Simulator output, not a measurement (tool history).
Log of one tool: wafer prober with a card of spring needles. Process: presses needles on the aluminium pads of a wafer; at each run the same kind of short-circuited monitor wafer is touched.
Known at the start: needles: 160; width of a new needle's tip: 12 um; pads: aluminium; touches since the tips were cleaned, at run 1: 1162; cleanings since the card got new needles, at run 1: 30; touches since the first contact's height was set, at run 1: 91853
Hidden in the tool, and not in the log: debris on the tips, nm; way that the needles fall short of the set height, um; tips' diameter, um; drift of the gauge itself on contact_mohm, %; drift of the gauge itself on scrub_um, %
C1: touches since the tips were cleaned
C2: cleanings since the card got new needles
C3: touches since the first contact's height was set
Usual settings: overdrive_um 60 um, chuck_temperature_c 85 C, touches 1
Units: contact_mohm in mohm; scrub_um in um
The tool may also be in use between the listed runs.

run 1 day=0 | overdrive_um=60 chuck_temperature_c=85 touches=1 | C1=1162 C2=30 C3=91853 | contact_mohm=190 scrub_um=10.6
run 2 day=0.904 | overdrive_um=60 chuck_temperature_c=85 touches=1 | C1=7751 C2=30 C3=98442 | contact_mohm=225 scrub_um=10.51
-- day=0.979 tips cleaned on abrasive film
run 3 day=1.858 | overdrive_um=60 chuck_temperature_c=85 touches=1 | C1=6421 C2=31 C3=105385 | contact_mohm=224 scrub_um=10.7
-- day=2.196 tips cleaned on abrasive film
run 4 day=2.858 | overdrive_um=60 chuck_temperature_c=93 touches=1 | C1=4830 C2=32 C3=112645 | contact_mohm=221 scrub_um=10.59
-- day=3.358 tips cleaned on abrasive film
run 5 day=4.192 | overdrive_um=60 chuck_temperature_c=93 touches=1 | C1=6060 C2=33 C3=122331 | contact_mohm=224 scrub_um=10.66
-- day=4.483 tips cleaned on abrasive film
run 6 day=5.421 | overdrive_um=60 chuck_temperature_c=85 touches=1 | C1=6828 C2=34 C3=131258 | contact_mohm=223 scrub_um=10.64
-- day=5.596 tips cleaned on abrasive film
run 7 day=6.312 | overdrive_um=60 chuck_temperature_c=85 touches=1 | C1=5243 C2=35 C3=137758 | contact_mohm=223 scrub_um=10.55
-- day=6.733 tips cleaned on abrasive film
run 8 day=7.162 | overdrive_um=60 chuck_temperature_c=85 touches=1 | C1=3128 C2=36 C3=143903 | contact_mohm=216 scrub_um=10.54
run 9 day=7.738 | overdrive_um=60 chuck_temperature_c=85 touches=1 | C1=7330 C2=36 C3=148105 | contact_mohm=223 scrub_um=10.58
-- day=7.846 tips cleaned on abrasive film
run 10 day=8.692 | overdrive_um=73 chuck_temperature_c=85 touches=1 | C1=6171 C2=37 C3=155030 | contact_mohm=217 scrub_um=12.89
-- day=9.017 tips cleaned on abrasive film
run 11 day=9.346 | overdrive_um=73 chuck_temperature_c=85 touches=1 | C1=2420 C2=38 C3=159790 | contact_mohm=208 scrub_um=12.92
-- day=10.175 tips cleaned on abrasive film
run 12 day=10.204 | overdrive_um=73 chuck_temperature_c=85 touches=1 | C1=208 C2=39 C3=166020 | contact_mohm=173 scrub_um=12.79
-- day=11.333 tips cleaned on abrasive film
run 13 day=11.592 | overdrive_um=60 chuck_temperature_c=85 touches=2 | C1=1884 C2=40 C3=176096 | contact_mohm=187 scrub_um=10.47
-- day=12.508 tips cleaned on abrasive film
run 14 day=12.925 | overdrive_um=60 chuck_temperature_c=85 touches=2 | C1=3041 C2=41 C3=185810 | contact_mohm=189 scrub_um=10.47
-- day=13.667 tips cleaned on abrasive film
run 15 day=13.696 | overdrive_um=60 chuck_temperature_c=50 touches=1 | C1=206 C2=42 C3=191383 | contact_mohm=168 scrub_um=10.48
-- day=14.783 tips cleaned on abrasive film
run 16 day=14.783 | overdrive_um=54 chuck_temperature_c=85 touches=1 | C1=0 C2=43 C3=199294 | contact_mohm=167 scrub_um=9.4
-- day=14.929 height of the first contact set anew
run 17 day=15.521 | overdrive_um=54 chuck_temperature_c=85 touches=1 | C1=5273 C2=43 C3=4315 | contact_mohm=225 scrub_um=9.24
-- day=15.954 tips cleaned on abrasive film
run 18 day=16.812 | overdrive_um=54 chuck_temperature_c=85 touches=1 | C1=6271 C2=44 C3=13733 | contact_mohm=229 scrub_um=9.19
-- day=17.142 tips cleaned on abrasive film
run 19 day=17.596 | overdrive_um=51 chuck_temperature_c=46 touches=3 | C1=3338 C2=45 C3=19417 | contact_mohm=177 scrub_um=8.62
-- day=18.354 tips cleaned on abrasive film
run 20 day=18.683 | overdrive_um=41 chuck_temperature_c=70 touches=3 | C1=2406 C2=46 C3=27302 | contact_mohm=189 scrub_um=6.88
-- day=19.546 tips cleaned on abrasive film
run 21 day=19.679 | overdrive_um=41 chuck_temperature_c=70 touches=3 | C1=964 C2=47 C3=34541 | contact_mohm=183 scrub_um=6.82
-- day=20.25 height of the first contact set anew, once more
run 22 day=20.454 | overdrive_um=70 chuck_temperature_c=38 touches=1 | C1=6511 C2=47 C3=1469 | contact_mohm=213 scrub_um=12.47
-- day=20.712 tips cleaned on abrasive film
run 23 day=21.196 | overdrive_um=69 chuck_temperature_c=32 touches=3 | C1=3507 C2=48 C3=6852 | contact_mohm=172 scrub_um=12.4
-- day=21.862 tips cleaned on abrasive film
run 24 day=21.975 | overdrive_um=62 chuck_temperature_c=85 touches=1 | C1=819 C2=49 C3=12503 | contact_mohm=189 scrub_um=11.14
run 25 day=22.588 | overdrive_um=66 chuck_temperature_c=27 touches=2 | C1=5313 C2=49 C3=16997 | contact_mohm=185 scrub_um=11.78
-- day=23.029 tips cleaned on abrasive film
run 26 day=23.962 | overdrive_um=48 chuck_temperature_c=85 touches=2 | C1=6815 C2=50 C3=26985 | contact_mohm=208 scrub_um=8.55
-- day=24.171 tips cleaned on abrasive film
run 27 day=24.638 | overdrive_um=48 chuck_temperature_c=85 touches=2 | C1=3383 C2=51 C3=31869 | contact_mohm=203 scrub_um=8.59
-- day=25.333 tips cleaned on abrasive film
run 28 day=25.933 | overdrive_um=48 chuck_temperature_c=85 touches=2 | C1=4376 C2=52 C3=41290 | contact_mohm=208 scrub_um=8.51
-- day=26.5 tips cleaned on abrasive film
run 29 day=26.525 | overdrive_um=60 chuck_temperature_c=102 touches=1 | C1=172 C2=53 C3=45576 | contact_mohm=177 scrub_um=10.65
-- day=27.621 tips cleaned on abrasive film
run 30 day=27.621 | overdrive_um=60 chuck_temperature_c=29 touches=1 | C1=5 C2=54 C3=53538 | contact_mohm=162 scrub_um=10.71
run 31 day=28.212 | overdrive_um=47 chuck_temperature_c=47 touches=3 | C1=4335 C2=54 C3=57868 | contact_mohm=186 scrub_um=8.34
-- day=28.804 tips cleaned on abrasive film
run 32 day=29.583 | overdrive_um=76 chuck_temperature_c=38 touches=1 | C1=5663 C2=55 C3=67818 | contact_mohm=205 scrub_um=13.44
-- day=29.983 tips cleaned on abrasive film
run 33 day=30.296 | overdrive_um=60 chuck_temperature_c=44 touches=1 | C1=2265 C2=56 C3=72987 | contact_mohm=197 scrub_um=10.63
-- day=31.138 tips cleaned on abrasive film
run 34 day=31.671 | overdrive_um=44 chuck_temperature_c=85 touches=1 | C1=3897 C2=57 C3=82996 | contact_mohm=242 scrub_um=7.78

Forecast each of these 3 alternatives for the next run:
-- day=32.304 tips cleaned on abrasive film
run A day=32.571 | overdrive_um=76 chuck_temperature_c=36 touches=3 | C1=1962 C2=58 C3=89535 | contact_mohm=? scrub_um=?
-- day=32.304 tips cleaned on abrasive film
run B day=32.571 | overdrive_um=44 chuck_temperature_c=28 touches=2 | C1=1962 C2=58 C3=89535 | contact_mohm=? scrub_um=?
-- day=32.304 tips cleaned on abrasive film
run C day=32.571 | overdrive_um=60 chuck_temperature_c=93 touches=1 | C1=1962 C2=58 C3=89535 | contact_mohm=? scrub_um=?

run=A contact_mohm=168 scrub_um=13.5
run=B contact_mohm=193 scrub_um=7.74
run=C contact_mohm=202 scrub_um=10.55
Without the tool's hidden state the same runs would have given:
run=A contact_mohm=157 scrub_um=13.64
run=B contact_mohm=155 scrub_um=7.89
run=C contact_mohm=166 scrub_um=10.7
